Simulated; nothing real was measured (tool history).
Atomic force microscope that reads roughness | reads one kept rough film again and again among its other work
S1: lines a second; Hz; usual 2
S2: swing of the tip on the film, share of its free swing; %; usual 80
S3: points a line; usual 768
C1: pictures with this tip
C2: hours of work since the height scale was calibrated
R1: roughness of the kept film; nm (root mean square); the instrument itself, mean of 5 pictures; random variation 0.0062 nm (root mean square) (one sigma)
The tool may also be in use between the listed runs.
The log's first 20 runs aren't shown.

run   hour    S1  S2   S3   C1   C2     R1
 21  289.3     2  60  768  315  737  1.147
 22  300.1     2  60  768  340  745  1.136
     310.3  -- new tip fitted
 23  318.7     2  60  768   20  758  1.327
 24  333.1     2  60  768   54  769  1.301
 25  347.2     2  60  276   87  779  1.259
 26  354.9  1.05  69  853  105  785  1.271
 27  373.5  1.14  67  754  149  798   1.25
 28  391.4  1.14  61  577  191  811  1.243

Run 29 comes next. What will it give?
 29  408.8  2.85  64  659  232  824   ?

{"run 29": {"R1": 1.144}}
Without the tool's hidden state the same run would have given R1 1.281 nm (root mean square).
